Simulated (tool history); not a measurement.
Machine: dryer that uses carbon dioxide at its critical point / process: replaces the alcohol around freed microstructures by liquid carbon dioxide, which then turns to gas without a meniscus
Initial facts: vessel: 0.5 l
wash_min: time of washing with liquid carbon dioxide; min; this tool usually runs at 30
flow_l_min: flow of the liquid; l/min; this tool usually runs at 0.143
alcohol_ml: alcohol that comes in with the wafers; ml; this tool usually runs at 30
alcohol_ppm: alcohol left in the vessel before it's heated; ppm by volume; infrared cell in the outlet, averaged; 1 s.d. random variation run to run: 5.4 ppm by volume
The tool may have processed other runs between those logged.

{"run": 1, "hour": 0.0, "wash_min": 30, "flow_l_min": 0.143, "alcohol_ml": 30, "alcohol_ppm": 364}
{"run": 2, "hour": 27.6, "wash_min": 30, "flow_l_min": 0.143, "alcohol_ml": 30, "alcohol_ppm": 388}
{"run": 3, "hour": 50.6, "wash_min": 30, "flow_l_min": 0.143, "alcohol_ml": 30, "alcohol_ppm": 395}
{"run": 4, "hour": 78.8, "wash_min": 30, "flow_l_min": 0.183, "alcohol_ml": 30, "alcohol_ppm": 165}
{"run": 5, "hour": 97.5, "wash_min": 18, "flow_l_min": 0.143, "alcohol_ml": 30, "alcohol_ppm": 2825}
{"run": 6, "hour": 128.3, "wash_min": 30, "flow_l_min": 0.143, "alcohol_ml": 21, "alcohol_ppm": 368}
{"hour": 151.8, "done": "inlet filter changed"}
{"run": 7, "hour": 156.3, "wash_min": 34, "flow_l_min": 0.143, "alcohol_ml": 30, "alcohol_ppm": 181}
{"run": 8, "hour": 171.1, "wash_min": 30, "flow_l_min": 0.143, "alcohol_ml": 30, "alcohol_ppm": 260}
{"run": 9, "hour": 203.0, "wash_min": 30, "flow_l_min": 0.143, "alcohol_ml": 32, "alcohol_ppm": 301}
{"run": 10, "hour": 222.3, "wash_min": 30, "flow_l_min": 0.143, "alcohol_ml": 32, "alcohol_ppm": 309}
{"run": 11, "hour": 250.8, "wash_min": 18, "flow_l_min": 0.143, "alcohol_ml": 30, "alcohol_ppm": 1964}
{"run": 12, "hour": 267.3, "wash_min": 25, "flow_l_min": 0.143, "alcohol_ml": 30, "alcohol_ppm": 607}
{"run": 13, "hour": 295.0, "wash_min": 25, "flow_l_min": 0.143, "alcohol_ml": 30, "alcohol_ppm": 651}
{"run": 14, "hour": 314.4, "wash_min": 25, "flow_l_min": 0.143, "alcohol_ml": 30, "alcohol_ppm": 691}
{"run": 15, "hour": 340.6, "wash_min": 25, "flow_l_min": 0.143, "alcohol_ml": 40, "alcohol_ppm": 890}
{"run": 16, "hour": 367.5, "wash_min": 25, "flow_l_min": 0.143, "alcohol_ml": 40, "alcohol_ppm": 944}
{"run": 17, "hour": 399.2, "wash_min": 30, "flow_l_min": 0.143, "alcohol_ml": 30, "alcohol_ppm": 409}
{"run": 18, "hour": 420.1, "wash_min": 26, "flow_l_min": 0.143, "alcohol_ml": 30, "alcohol_ppm": 722}
{"run": 19, "hour": 451.6, "wash_min": 26, "flow_l_min": 0.143, "alcohol_ml": 30, "alcohol_ppm": 760}
{"run": 20, "hour": 466.2, "wash_min": 26, "flow_l_min": 0.143, "alcohol_ml": 30, "alcohol_ppm": 809}
{"run": 21, "hour": 485.3, "wash_min": 26, "flow_l_min": 0.143, "alcohol_ml": 30, "alcohol_ppm": 817}
{"run": 22, "hour": 503.3, "wash_min": 26, "flow_l_min": 0.143, "alcohol_ml": 30, "alcohol_ppm": 853}
{"run": 23, "hour": 519.3, "wash_min": 26, "flow_l_min": 0.143, "alcohol_ml": 30, "alcohol_ppm": 881}
{"run": 24, "hour": 535.2, "wash_min": 26, "flow_l_min": 0.183, "alcohol_ml": 93, "alcohol_ppm": 754}
{"hour": 558.6, "done": "inlet filter changed"}
{"run": 25, "hour": 565.0, "wash_min": 18, "flow_l_min": 0.187, "alcohol_ml": 71, "alcohol_ppm": 1299}
{"run": 26, "hour": 586.3, "wash_min": 18, "flow_l_min": 0.187, "alcohol_ml": 71, "alcohol_ppm": 1375}
{"run": 27, "hour": 618.6, "wash_min": 43, "flow_l_min": 0.12, "alcohol_ml": 71, "alcohol_ppm": 305}
{"run": 28, "hour": 646.4, "wash_min": 30, "flow_l_min": 0.188, "alcohol_ml": 44, "alcohol_ppm": 219}
{"run": 29, "hour": 663.4, "wash_min": 30, "flow_l_min": 0.127, "alcohol_ml": 104, "alcohol_ppm": 1413}
{"run": 30, "hour": 687.1, "wash_min": 30, "flow_l_min": 0.088, "alcohol_ml": 112, "alcohol_ppm": 7660}
{"run": 31, "hour": 708.9, "wash_min": 30, "flow_l_min": 0.088, "alcohol_ml": 112, "alcohol_ppm": 7756}
{"run": 32, "hour": 733.3, "wash_min": 19, "flow_l_min": 0.141, "alcohol_ml": 31, "alcohol_ppm": 2042}
{"run": 33, "hour": 750.9, "wash_min": 19, "flow_l_min": 0.141, "alcohol_ml": 31, "alcohol_ppm": 2177}
{"run": 34, "hour": 770.0, "wash_min": 27, "flow_l_min": 0.093, "alcohol_ml": 88, "alcohol_ppm": 7879}
{"run": 35, "hour": 801.4, "wash_min": 44, "flow_l_min": 0.093, "alcohol_ml": 88, "alcohol_ppm": 1321}
{"run": 36, "hour": 818.9, "wash_min": 44, "flow_l_min": 0.13, "alcohol_ml": 88, "alcohol_ppm": 351}
{"run": 37, "hour": 846.3, "wash_min": 25, "flow_l_min": 0.224, "alcohol_ml": 42, "alcohol_ppm": 258}
{"run": 38, "hour": 868.0, "wash_min": 21, "flow_l_min": 0.143, "alcohol_ml": 30, "alcohol_ppm": 1713}
{"run": 39, "hour": 891.4, "wash_min": 40, "flow_l_min": 0.143, "alcohol_ml": 30, "alcohol_ppm": 265}
{"run": 40, "hour": 917.0, "wash_min": 30, "flow_l_min": 0.143, "alcohol_ml": 30, "alcohol_ppm": 579}
{"run": 41, "hour": 949.3, "wash_min": 44, "flow_l_min": 0.209, "alcohol_ml": 30, "alcohol_ppm": 220}
{"hour": 964.1, "done": "inlet filter changed"}
{"run": 42, "hour": 977.6, "wash_min": 30, "flow_l_min": 0.143, "alcohol_ml": 120, "alcohol_ppm": 793}
{"run": 43, "hour": 991.7, "wash_min": 30, "flow_l_min": 0.124, "alcohol_ml": 25, "alcohol_ppm": 504}
{"run": 44, "hour": 1015.5, "wash_min": 27, "flow_l_min": 0.218, "alcohol_ml": 45, "alcohol_ppm": 246}
{"run": 45, "hour": 1032.5, "wash_min": 27, "flow_l_min": 0.218, "alcohol_ml": 45, "alcohol_ppm": 251}
{"run": 46, "hour": 1058.0, "wash_min": 27, "flow_l_min": 0.218, "alcohol_ml": 45, "alcohol_ppm": 256}

Results per run with the tool's hidden condition removed, run-to-run variation unchanged:
The hidden state here: flow that reaches the vessel past the clogged filter, %; alcohol in the recycled carbon dioxide, ppm; drift of the gauge itself on alcohol_ppm, %.
run=1 alcohol_ppm=143
run=2 alcohol_ppm=141
run=3 alcohol_ppm=130
run=4 alcohol_ppm=20
run=5 alcohol_ppm=1556
run=6 alcohol_ppm=98
run=7 alcohol_ppm=71
run=8 alcohol_ppm=139
run=9 alcohol_ppm=158
run=10 alcohol_ppm=158
run=11 alcohol_ppm=1551
run=12 alcohol_ppm=371
run=13 alcohol_ppm=377
run=14 alcohol_ppm=386
run=15 alcohol_ppm=496
run=16 alcohol_ppm=497
run=17 alcohol_ppm=142
run=18 alcohol_ppm=313
run=19 alcohol_ppm=304
run=20 alcohol_ppm=319
run=21 alcohol_ppm=306
run=22 alcohol_ppm=317
run=23 alcohol_ppm=316
run=24 alcohol_ppm=192
run=25 alcohol_ppm=1114
run=26 alcohol_ppm=1131
run=27 alcohol_ppm=115
run=28 alcohol_ppm=36
run=29 alcohol_ppm=955
run=30 alcohol_ppm=6017
run=31 alcohol_ppm=5891
run=32 alcohol_ppm=1371
run=33 alcohol_ppm=1424
run=34 alcohol_ppm=5527
run=35 alcohol_ppm=614
run=36 alcohol_ppm=64
run=37 alcohol_ppm=21
run=38 alcohol_ppm=847
run=39 alcohol_ppm=21
run=40 alcohol_ppm=143
run=41 alcohol_ppm=7
run=42 alcohol_ppm=555
run=43 alcohol_ppm=270
run=44 alcohol_ppm=21
run=45 alcohol_ppm=21
run=46 alcohol_ppm=16

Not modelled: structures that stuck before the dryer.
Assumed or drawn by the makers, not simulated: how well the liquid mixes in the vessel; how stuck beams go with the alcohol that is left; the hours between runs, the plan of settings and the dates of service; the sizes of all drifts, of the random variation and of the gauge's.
